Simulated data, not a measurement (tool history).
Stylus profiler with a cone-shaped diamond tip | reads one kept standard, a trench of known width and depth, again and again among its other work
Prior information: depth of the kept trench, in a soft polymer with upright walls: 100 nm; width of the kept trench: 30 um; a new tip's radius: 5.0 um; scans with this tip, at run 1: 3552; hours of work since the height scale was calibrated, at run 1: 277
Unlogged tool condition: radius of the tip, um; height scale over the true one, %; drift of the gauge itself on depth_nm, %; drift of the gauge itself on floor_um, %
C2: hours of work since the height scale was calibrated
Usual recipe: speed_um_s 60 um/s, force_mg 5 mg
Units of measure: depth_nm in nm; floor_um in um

run 1 hour=0 | speed_um_s=60 force_mg=5 | scans_with_this_tip=3552 C2=277 | depth_nm=102.73 floor_um=27.84
run 2 hour=33.8 | speed_um_s=60 force_mg=5 | scans_with_this_tip=3843 C2=300 | depth_nm=102.69 floor_um=27.84
run 3 hour=52.5 | speed_um_s=60 force_mg=5 | scans_with_this_tip=4003 C2=313 | depth_nm=102.66 floor_um=27.83
run 4 hour=82.4 | speed_um_s=60 force_mg=5 | scans_with_this_tip=4260 C2=333 | depth_nm=102.73 floor_um=27.84
run 5 hour=105 | speed_um_s=60 force_mg=5 | scans_with_this_tip=4454 C2=348 | depth_nm=102.72 floor_um=27.89
run 6 hour=135.8 | speed_um_s=60 force_mg=5 | scans_with_this_tip=4719 C2=369 | depth_nm=102.67 floor_um=27.82
run 7 hour=160 | speed_um_s=60 force_mg=5 | scans_with_this_tip=4926 C2=385 | depth_nm=102.67 floor_um=27.89
run 8 hour=184.1 | speed_um_s=60 force_mg=5 | scans_with_this_tip=5134 C2=401 | depth_nm=102.69 floor_um=27.88
run 9 hour=203.7 | speed_um_s=60 force_mg=5.46 | scans_with_this_tip=5302 C2=414 | depth_nm=102.83 floor_um=27.85
run 10 hour=221.7 | speed_um_s=60 force_mg=5.46 | scans_with_this_tip=5457 C2=426 | depth_nm=102.86 floor_um=27.88
run 11 hour=249.2 | speed_um_s=60 force_mg=8.3 | scans_with_this_tip=5693 C2=445 | depth_nm=103.75 floor_um=27.89
run 12 hour=267.7 | speed_um_s=60 force_mg=8.3 | scans_with_this_tip=5852 C2=457 | depth_nm=103.75 floor_um=27.91
run 13 hour=286.8 | speed_um_s=60 force_mg=5 | scans_with_this_tip=6016 C2=470 | depth_nm=102.69 floor_um=27.87
run 14 hour=312.8 | speed_um_s=103 force_mg=5 | scans_with_this_tip=6239 C2=487 | depth_nm=102.71 floor_um=27.76
run 15 hour=345.7 | speed_um_s=103 force_mg=5 | scans_with_this_tip=6522 C2=510 | depth_nm=102.68 floor_um=27.84
run 16 hour=372.3 | speed_um_s=103 force_mg=5 | scans_with_this_tip=6751 C2=527 | depth_nm=102.69 floor_um=27.73
run 17 hour=403.4 | speed_um_s=60 force_mg=5 | scans_with_this_tip=7018 C2=548 | depth_nm=102.66 floor_um=27.87
run 18 hour=437.7 | speed_um_s=60 force_mg=5 | scans_with_this_tip=7312 C2=571 | depth_nm=102.67 floor_um=27.85
run 19 hour=452.7 | speed_um_s=60 force_mg=5 | scans_with_this_tip=7441 C2=581 | depth_nm=102.69 floor_um=27.84
run 20 hour=477.1 | speed_um_s=60 force_mg=8.37 | scans_with_this_tip=7651 C2=598 | depth_nm=103.79 floor_um=27.92
run 21 hour=495.9 | speed_um_s=60 force_mg=8.37 | scans_with_this_tip=7813 C2=610 | depth_nm=103.8 floor_um=27.88
run 22 hour=514.7 | speed_um_s=60 force_mg=5 | scans_with_this_tip=7974 C2=623 | depth_nm=102.67 floor_um=27.86
run 23 hour=551.7 | speed_um_s=60 force_mg=11.45 | scans_with_this_tip=8292 C2=648 | depth_nm=104.66 floor_um=27.88
run 24 hour=567.9 | speed_um_s=60 force_mg=11.45 | scans_with_this_tip=8431 C2=659 | depth_nm=104.64 floor_um=27.92
run 25 hour=602.5 | speed_um_s=60 force_mg=11.45 | scans_with_this_tip=8728 C2=682 | depth_nm=104.71 floor_um=27.9
run 26 hour=631.1 | speed_um_s=93 force_mg=1.69 | scans_with_this_tip=8974 C2=701 | depth_nm=101.3 floor_um=27.6
-- hour=648 new tip fitted, height scale calibrated
run 27 hour=659.7 | speed_um_s=150 force_mg=6.45 | scans_with_this_tip=101 C2=8 | depth_nm=103.19 floor_um=27.71
run 28 hour=675.7 | speed_um_s=21 force_mg=3.16 | scans_with_this_tip=238 C2=19 | depth_nm=101.97 floor_um=27.95
run 29 hour=704.2 | speed_um_s=21 force_mg=3.16 | scans_with_this_tip=484 C2=38 | depth_nm=101.98 floor_um=27.94
run 30 hour=722.5 | speed_um_s=26 force_mg=5 | scans_with_this_tip=640 C2=50 | depth_nm=102.73 floor_um=28
run 31 hour=754.1 | speed_um_s=79 force_mg=3.25 | scans_with_this_tip=912 C2=71 | depth_nm=102.02 floor_um=27.83
run 32 hour=769.5 | speed_um_s=79 force_mg=3.25 | scans_with_this_tip=1045 C2=82 | depth_nm=102.03 floor_um=27.79
run 33 hour=786.6 | speed_um_s=79 force_mg=3.25 | scans_with_this_tip=1191 C2=93 | depth_nm=101.99 floor_um=27.74
run 34 hour=810.1 | speed_um_s=221 force_mg=12.31 | scans_with_this_tip=1393 C2=109 | depth_nm=104.92 floor_um=27.66
run 35 hour=847.1 | speed_um_s=221 force_mg=6.01 | scans_with_this_tip=1711 C2=134 | depth_nm=103.03 floor_um=27.58
run 36 hour=876.9 | speed_um_s=60 force_mg=1.98 | scans_with_this_tip=1967 C2=154 | depth_nm=101.47 floor_um=27.81
run 37 hour=896.7 | speed_um_s=60 force_mg=1.98 | scans_with_this_tip=2137 C2=167 | depth_nm=101.43 floor_um=27.82
run 38 hour=930 | speed_um_s=165 force_mg=1.7 | scans_with_this_tip=2423 C2=189 | depth_nm=101.28 floor_um=27.32
run 39 hour=963.8 | speed_um_s=69 force_mg=2.42 | scans_with_this_tip=2714 C2=212 | depth_nm=101.66 floor_um=27.8
run 40 hour=991 | speed_um_s=60 force_mg=1.89 | scans_with_this_tip=2947 C2=230 | depth_nm=101.37 floor_um=27.77
run 41 hour=1027.2 | speed_um_s=60 force_mg=6.56 | scans_with_this_tip=3259 C2=255 | depth_nm=103.2 floor_um=27.88
run 42 hour=1060.8 | speed_um_s=60 force_mg=6.56 | scans_with_this_tip=3547 C2=277 | depth_nm=103.23 floor_um=27.94
run 43 hour=1078.7 | speed_um_s=228 force_mg=6.82 | scans_with_this_tip=3701 C2=289 | depth_nm=103.29 floor_um=27.5
run 44 hour=1097 | speed_um_s=20 force_mg=10.23 | scans_with_this_tip=3858 C2=301 | depth_nm=104.38 floor_um=27.97
run 45 hour=1131.3 | speed_um_s=48 force_mg=4.72 | scans_with_this_tip=4153 C2=324 | depth_nm=102.61 floor_um=27.84

Predict each of these 5 candidate next runs independently; none follows another, all start after run 45:
run A hour=1161.1 | speed_um_s=25 force_mg=4.32 | scans_with_this_tip=4409 C2=344 | depth_nm=? floor_um=?
run B hour=1161.1 | speed_um_s=20 force_mg=2.65 | scans_with_this_tip=4409 C2=344 | depth_nm=? floor_um=?
run C hour=1161.1 | speed_um_s=142 force_mg=12.37 | scans_with_this_tip=4409 C2=344 | depth_nm=? floor_um=?
run D hour=1161.1 | speed_um_s=60 force_mg=3.87 | scans_with_this_tip=4409 C2=344 | depth_nm=? floor_um=?
run E hour=1161.1 | speed_um_s=44 force_mg=7.33 | scans_with_this_tip=4409 C2=344 | depth_nm=? floor_um=?

run=A depth_nm=102.46 floor_um=27.94
run=B depth_nm=101.74 floor_um=27.93
run=C depth_nm=104.94 floor_um=27.85
run=D depth_nm=102.26 floor_um=27.85
run=E depth_nm=103.45 floor_um=27.9
With the hidden condition removed and each run's random variation left untouched, the same runs would have given:
run=A depth_nm=102.46 floor_um=27.96
run=B depth_nm=101.75 floor_um=27.95
run=C depth_nm=104.95 floor_um=27.86
run=D depth_nm=102.26 floor_um=27.86
run=E depth_nm=103.46 floor_um=27.92
